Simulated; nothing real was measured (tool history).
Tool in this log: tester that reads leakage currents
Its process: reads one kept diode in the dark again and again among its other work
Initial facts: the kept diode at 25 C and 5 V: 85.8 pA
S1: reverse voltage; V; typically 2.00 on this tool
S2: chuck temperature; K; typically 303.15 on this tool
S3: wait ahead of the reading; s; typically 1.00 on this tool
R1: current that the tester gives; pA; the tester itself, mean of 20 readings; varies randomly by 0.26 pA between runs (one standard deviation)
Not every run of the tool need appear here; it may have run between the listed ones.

run,day,S1,S2,S3,R1
1,0.000,2.00,303.15,1.00,86.90
2,1.250,2.00,303.15,1.00,86.95
3,2.800,5.85,303.15,1.00,136.16
4,3.954,5.85,303.15,1.00,136.62
5,5.533,5.85,303.15,1.00,136.47
6,7.562,5.85,303.15,1.00,136.40
7,8.950,2.00,303.15,1.00,86.67
8,11.067,2.00,303.15,1.00,86.79
9,12.512,17.36,303.15,1.00,219.48
10,13.883,17.36,303.15,1.00,217.23
11,15.454,17.36,303.15,1.00,217.26
12,16.979,2.00,303.15,1.00,86.75
13,18.754,2.00,303.15,1.00,86.16
14,20.029,2.00,303.15,1.00,86.44
15,22.350,2.00,303.15,1.00,86.93
16,23.929,2.00,303.15,1.00,86.18
17,26.158,2.00,303.15,1.00,86.50
18,28.096,2.00,303.15,1.00,86.34
19,29.629,2.00,303.15,1.00,85.93
20,30.721,2.00,303.15,1.36,86.56
21,31.792,1.17,298.15,1.35,46.86
22,34.325,1.17,298.15,1.35,46.91
23,35.867,2.33,322.15,0.32,359.54
24,37.421,3.50,303.15,1.00,110.43
25,38.546,2.00,303.15,0.81,86.34
26,40.558,4.74,321.15,8.47,450.92
27,43.104,10.77,294.15,1.00,89.33
28,45.158,7.95,308.15,1.00,225.79
29,46.467,7.95,308.15,1.00,225.66
30,48.054,7.95,308.15,1.00,224.84
31,49.200,2.14,303.15,3.07,88.57
32,51.596,1.49,294.15,3.44,37.80
33,53.975,1.49,294.15,1.11,37.79
34,55.354,1.49,294.15,1.11,37.83
35,56.483,1.49,294.15,1.11,37.75
36,58.862,1.32,303.15,0.89,72.51
37,60.854,1.80,302.15,2.64,76.73
38,63.217,10.71,311.15,0.54,319.97
39,65.721,10.71,311.15,0.54,319.51

Not shown here: 1 entry made in the log between runs. Locate each between two listed runs and compare the hidden state at the listed run before it with the hidden state at the listed run after it:
After run 21, before run 22: probe card cleaned and baked (day 33.658)
  stray current of the dirty probe card, pA a volt: 0.029 -> 0.02
